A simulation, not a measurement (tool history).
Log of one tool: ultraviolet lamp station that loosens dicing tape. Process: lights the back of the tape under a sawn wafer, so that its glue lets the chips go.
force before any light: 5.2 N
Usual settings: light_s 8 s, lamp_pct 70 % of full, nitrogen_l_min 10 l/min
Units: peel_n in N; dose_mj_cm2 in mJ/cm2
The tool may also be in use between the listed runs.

{"run": 1, "hour": 0.0, "light_s": 8, "lamp_pct": 70, "nitrogen_l_min": 10, "peel_n": 0.833, "dose_mj_cm2": 367}
{"run": 2, "hour": 5.0, "light_s": 8, "lamp_pct": 70, "nitrogen_l_min": 6, "peel_n": 1.04, "dose_mj_cm2": 368}
{"run": 3, "hour": 13.3, "light_s": 10, "lamp_pct": 70, "nitrogen_l_min": 10, "peel_n": 0.573, "dose_mj_cm2": 460}
{"run": 4, "hour": 19.3, "light_s": 8, "lamp_pct": 70, "nitrogen_l_min": 10, "peel_n": 0.836, "dose_mj_cm2": 368}
{"hour": 20.4, "done": "window cleaned of glue's vapour"}
{"run": 5, "hour": 28.1, "light_s": 4, "lamp_pct": 70, "nitrogen_l_min": 10, "peel_n": 2.324, "dose_mj_cm2": 160}
{"run": 6, "hour": 33.9, "light_s": 4, "lamp_pct": 70, "nitrogen_l_min": 10, "peel_n": 2.352, "dose_mj_cm2": 161}
{"run": 7, "hour": 37.9, "light_s": 4, "lamp_pct": 70, "nitrogen_l_min": 10, "peel_n": 2.347, "dose_mj_cm2": 162}

Forecast run 8:
{"run": 8, "hour": 43.3, "light_s": 4, "lamp_pct": 70, "nitrogen_l_min": 10, "peel_n": "?", "dose_mj_cm2": "?"}

peel_n: 2.4 N
dose_mj_cm2: 166 mJ/cm2
Without the tool's hidden state the same run would have given peel_n 1.724 N, dose_mj_cm2 233 mJ/cm2.
